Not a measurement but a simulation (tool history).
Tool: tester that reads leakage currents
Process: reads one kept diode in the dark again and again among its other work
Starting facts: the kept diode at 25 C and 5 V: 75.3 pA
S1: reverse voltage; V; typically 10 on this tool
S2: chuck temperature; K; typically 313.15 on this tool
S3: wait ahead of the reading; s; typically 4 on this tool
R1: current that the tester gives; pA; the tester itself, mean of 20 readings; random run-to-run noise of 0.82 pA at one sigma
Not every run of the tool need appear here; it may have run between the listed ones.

run    hour    S1      S2    S3      R1
  1       0    10  313.15     4  275.81
  2    49.7    10  313.15     4  274.25
  3    97.6    10  313.15     4  273.43
  4   144.3    10  313.15     4   272.3
  5   171.7    10  313.15     4  271.28
  6   215.9    10  313.15     4  268.55
  7   255.7  11.7  313.15     4  283.87
  8   297.1  11.7  313.15     4  281.81
  9   331.8  11.7  313.15     4  279.48
 10   389.2  11.7  313.15     4  279.33
 11   415.6  11.7  313.15     4  277.77
 12   450.2    10  313.15  1.29   262.8
 13   495.2    10  313.15  1.29  260.57
 14   529.7    10  313.15  1.29  260.37
 15   556.3    10  313.15     4  258.79
 16   607.1    10  313.15  7.61  258.02
 17   668.6    10  313.15  0.59  256.81
 18   714.5    10  325.15     4  543.08
 19   768.2    10  325.15     4  540.34
 20   802.5    10  313.15     4  253.41
 21   851.6    10  325.15  3.57  537.03
 22     910    10  325.15  3.57  533.57
 23   948.5   1.2  325.15  6.04  259.76
 24  1009.9   1.2  325.15  6.04   259.5
     1048.9  -- chuck's temperature calibrated
 25  1059.1   1.2  325.15  6.04  300.61
 26  1098.6   6.8  322.15  0.52  442.74
 27  1126.7  19.6  313.15  1.48  369.84
 28  1177.5  19.6  313.15  1.48  365.71
 29  1203.1   2.1  313.15     9  164.14
 30  1263.4    10  295.15     4   89.96
 31  1299.9   2.8  313.15  2.77  179.17
 32  1330.1   2.8  313.15  2.77  178.58
 33    1376   2.2  303.15  2.77   82.95
 34    1406   2.2  303.15  2.77   83.29
 35  1455.3   2.2  303.15  2.77   82.29
 36  1498.4   1.4  329.15  0.68  382.93
 37  1559.2  18.6  320.15  0.59  526.92
 38  1597.1    10  313.15  0.53   271.3
 39  1640.2   2.8  319.15  1.56  252.66
 40  1682.1   2.8  319.15  1.56  252.25

Pick out some run-to-run changes in R1. Of each, how much would a tool without hidden state show as well, from the settings, what came in and chance, and how much is left for the hidden state and any gauge scatter not in both results compared?
What the log doesn't record here: stray current of the dirty probe card, pA a volt; current scale over the true one, %; true chuck temperature over the reading, C; drift of the gauge itself on leakage_pa, %.
Run 17 -> 18: S2 313.15 -> 325.15, S3 0.59 -> 4. R1 +286.27 pA: hidden state -34.13, all else +320.4.
Run 19 -> 20: S2 325.15 -> 313.15. R1 -286.93 pA: hidden state +33.84, all else -320.77.
Run 20 -> 21: S2 313.15 -> 325.15, S3 4 -> 3.57. R1 +283.62 pA: hidden state -39.29, all else +322.91.
Run 24 -> 25: chuck's temperature calibrated. R1 +41.11 pA: hidden state +41.71, all else -0.6.
Run 35 -> 36: S1 2.2 -> 1.4, S2 303.15 -> 329.15, S3 2.77 -> 0.68. R1 +300.64 pA: hidden state -20.92, all else +321.56.

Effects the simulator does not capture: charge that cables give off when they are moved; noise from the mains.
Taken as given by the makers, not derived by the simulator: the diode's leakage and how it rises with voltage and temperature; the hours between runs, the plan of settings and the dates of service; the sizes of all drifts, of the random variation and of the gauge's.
